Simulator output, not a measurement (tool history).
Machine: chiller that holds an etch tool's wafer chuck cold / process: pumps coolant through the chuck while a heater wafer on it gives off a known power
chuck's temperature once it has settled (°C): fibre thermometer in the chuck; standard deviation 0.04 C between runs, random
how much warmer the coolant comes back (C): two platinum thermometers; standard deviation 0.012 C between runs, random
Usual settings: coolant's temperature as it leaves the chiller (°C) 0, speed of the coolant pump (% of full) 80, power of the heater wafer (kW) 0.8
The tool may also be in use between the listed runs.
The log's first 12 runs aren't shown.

run	hour	coolant's temperature as it leaves the chiller (°C)	speed of the coolant pump (% of full)	power of the heater wafer (kW)	chuck's temperature once it has settled (°C)	how much warmer the coolant comes back (C)
13	1944.9	0	80	0.623	3.2	1.95
14	2085.4	0	80	0.438	1.93	1.37
15	2215.3	0	80	0.438	1.83	1.38
16	2435.5	0	90	0.8	3.91	2.26
# hour 2468.8: chiller's thermometer calibrated, once more
17	2610.7	0	61	0.493	4.07	2.02
18	2756.5	3	66	0.699	8.43	2.67
19	2989.1	3	66	0.699	8.45	2.67
20	3142	3	76	0.821	8.69	2.74
21	3257.7	6	80	0.8	11.49	2.55
22	3446.8	6	80	0.8	11.39	2.55
23	3594.5	6	80	0.8	11.36	2.55
24	3731	6	67	0.441	9.27	1.69
25	3929.6	6	67	0.772	11.98	2.96
26	4159.2	-3	67	0.787	3.02	3
27	4328.2	-3	67	0.787	3.01	2.99
28	4440.9	5	80	0.936	11.36	3
29	4562.1	0	80	0.8	5.41	2.57
30	4723.4	0	66	0.492	3.62	1.93
31	4856.7	0	80	0.459	2.88	1.45

Predict the results of run 32:
32	4982.4	2	77	1.172	?	?

{"run 32": {"chuck's temperature once it has settled (°C)": 10.37, "how much warmer the coolant comes back (C)": 3.94}}
Minus the tool's unlogged condition, the same run would have read chuck's temperature once it has settled (°C) 9.65, how much warmer the coolant comes back (C) 3.76.
